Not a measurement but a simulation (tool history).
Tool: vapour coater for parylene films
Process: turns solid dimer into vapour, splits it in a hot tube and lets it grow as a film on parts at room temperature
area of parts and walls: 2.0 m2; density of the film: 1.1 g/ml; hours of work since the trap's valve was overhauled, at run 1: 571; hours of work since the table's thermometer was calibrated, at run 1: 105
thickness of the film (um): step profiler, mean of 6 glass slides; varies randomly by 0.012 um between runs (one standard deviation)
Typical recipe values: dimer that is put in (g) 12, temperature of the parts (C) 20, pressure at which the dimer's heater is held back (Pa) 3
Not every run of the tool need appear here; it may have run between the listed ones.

run   hour  dimer that is put in (g)  temperature of the parts (C)  pressure at which the dimer's heater is held back (Pa)  hours of work since the trap's valve was overhauled  hours of work since the table's thermometer was calibrated  thickness of the film (um)
  1      0                        12                            20                                                       3                                                  571                                                         105                        4.74
  2   26.1                        21                            20                                                       3                                                  582                                                         116                        8.29
  3   56.9                        21                            20                                                       3                                                  595                                                         129                        8.29
  4     76                        21                            20                                                       3                                                  603                                                         137                        8.29
  5     98                        12                            26                                                       3                                                  613                                                         147                        3.95
  6    118                        10                            20                                                       3                                                  621                                                         155                        3.95
     127.6  -- trap's valve overhauled
  7  158.2                        10                            20                                                       3                                                   13                                                         171                        3.95
  8  181.1                        10                            20                                                       3                                                   23                                                         181                        3.97
  9  213.4                        10                            20                                                       3                                                   37                                                         195                        3.95
 10  242.4                        10                            20                                                       3                                                   49                                                         207                        3.96
 11  259.7                        10                            20                                                       3                                                   57                                                         215                        3.95
 12    275                        10                            29                                                       3                                                   63                                                         221                        3.03
 13  291.8                        10                            29                                                       3                                                   71                                                         228                        3.03
 14  314.7                        10                            29                                                       3                                                   80                                                         238                           3
 15    344                        20                            20                                                    3.62                                                   93                                                         251                        7.66
 16  360.7                        20                            20                                                    3.62                                                  100                                                         258                        7.65
 17  382.5                        20                            20                                                    3.62                                                  109                                                         267                        7.62
 18  403.3                        12                            16                                                     3.1                                                  118                                                         276                        5.36
 19  423.2                        11                            16                                                     3.1                                                  127                                                         285                        4.86
 20    439                        19                            16                                                    3.79                                                  134                                                         292                        8.09

Entry by entry between the runs, the difference in hidden state between the last listed run before and the first listed run after:
Between runs 6 and 7: trap's valve overhauled (hour 127.6)
  vapour lost through the trap's worn valve, %: 0.2 -> 0
